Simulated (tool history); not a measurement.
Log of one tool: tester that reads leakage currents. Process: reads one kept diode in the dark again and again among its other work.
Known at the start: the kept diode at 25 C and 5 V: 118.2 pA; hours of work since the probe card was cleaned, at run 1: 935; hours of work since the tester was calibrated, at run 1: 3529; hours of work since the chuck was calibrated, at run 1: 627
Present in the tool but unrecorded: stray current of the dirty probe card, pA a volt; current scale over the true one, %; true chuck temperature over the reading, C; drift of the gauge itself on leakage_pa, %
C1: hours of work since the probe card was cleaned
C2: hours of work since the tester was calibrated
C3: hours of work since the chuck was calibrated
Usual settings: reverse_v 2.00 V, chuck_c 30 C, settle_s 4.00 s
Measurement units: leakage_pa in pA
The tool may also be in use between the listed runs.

Run 1, hour 0.0: usual settings; C1 935; C2 3529; C3 627. Result: leakage_pa 146.93 pA.
At hour 68.8: tester calibrated.
Run 2, hour 130.3: usual settings; C1 1009; C2 35; C3 701. Result: leakage_pa 146.21 pA.
Run 3, hour 247.0: usual settings; C1 1076; C2 102; C3 768. Result: leakage_pa 146.86 pA.
Run 4, hour 342.5: usual settings; C1 1130; C2 157; C3 823. Result: leakage_pa 148.32 pA.
Run 5, hour 488.1: usual settings; C1 1214; C2 241; C3 906. Result: leakage_pa 147.50 pA.
Run 6, hour 637.0: usual settings; C1 1300; C2 326; C3 992. Result: leakage_pa 150.04 pA.
Run 7, hour 728.7: usual settings but settle_s 2.74 s; C1 1352; C2 379; C3 1044. Result: leakage_pa 149.93 pA.
Run 8, hour 840.0: usual settings but settle_s 3.79 s; C1 1416; C2 443; C3 1108. Result: leakage_pa 151.44 pA.
Run 9, hour 983.8: usual settings; C1 1499; C2 526; C3 1191. Result: leakage_pa 152.16 pA.
Run 10, hour 1078.1: usual settings; C1 1553; C2 580; C3 1245. Result: leakage_pa 153.38 pA.
At hour 1097.0: probe card cleaned and baked.
Run 11, hour 1266.5: usual settings; C1 97; C2 686; C3 1352. Result: leakage_pa 154.59 pA.
Run 12, hour 1386.8: usual settings but chuck_c 32 C; C1 166; C2 755; C3 1421. Result: leakage_pa 182.82 pA.
Run 13, hour 1472.6: usual settings but chuck_c 32 C, settle_s 8.60 s; C1 216; C2 805; C3 1470. Result: leakage_pa 183.17 pA.
Run 14, hour 1613.9: usual settings but chuck_c 26 C; C1 297; C2 886; C3 1551. Result: leakage_pa 115.08 pA.
At hour 1641.2: chuck's temperature calibrated.
Run 15, hour 1728.5: usual settings but settle_s 0.61 s; C1 362; C2 951; C3 50. Result: leakage_pa 137.76 pA.
Run 16, hour 1842.1: usual settings but chuck_c 35 C, settle_s 9.43 s; C1 427; C2 1016; C3 115. Result: leakage_pa 203.02 pA.
Run 17, hour 1944.7: usual settings but chuck_c 35 C, settle_s 9.43 s; C1 486; C2 1075; C3 174. Result: leakage_pa 203.11 pA.
At hour 1972.0: probe card cleaned and baked, once more.
Run 18, hour 2073.5: usual settings but settle_s 2.99 s; C1 58; C2 1147; C3 247. Result: leakage_pa 135.13 pA.
Run 19, hour 2174.0: usual settings but chuck_c 51 C, settle_s 2.99 s; C1 116; C2 1205; C3 304. Result: leakage_pa 653.35 pA.
Run 20, hour 2321.6: usual settings but chuck_c 51 C, settle_s 2.99 s; C1 201; C2 1290; C3 389. Result: leakage_pa 653.76 pA.
Run 21, hour 2479.3: usual settings but chuck_c 51 C, settle_s 2.99 s; C1 291; C2 1380; C3 480. Result: leakage_pa 659.15 pA.

Predict the results of run 22:
Run 22, hour 2660.2: usual settings but reverse_v 1.71 V, chuck_c 51 C, settle_s 0.82 s; C1 395; C2 1484; C3 584. Result: leakage_pa ?.

Run 22 produced leakage_pa 634.82 pA.
On a tool with no hidden condition, and with the same random variation, this run would have come out at leakage_pa 605.55 pA.

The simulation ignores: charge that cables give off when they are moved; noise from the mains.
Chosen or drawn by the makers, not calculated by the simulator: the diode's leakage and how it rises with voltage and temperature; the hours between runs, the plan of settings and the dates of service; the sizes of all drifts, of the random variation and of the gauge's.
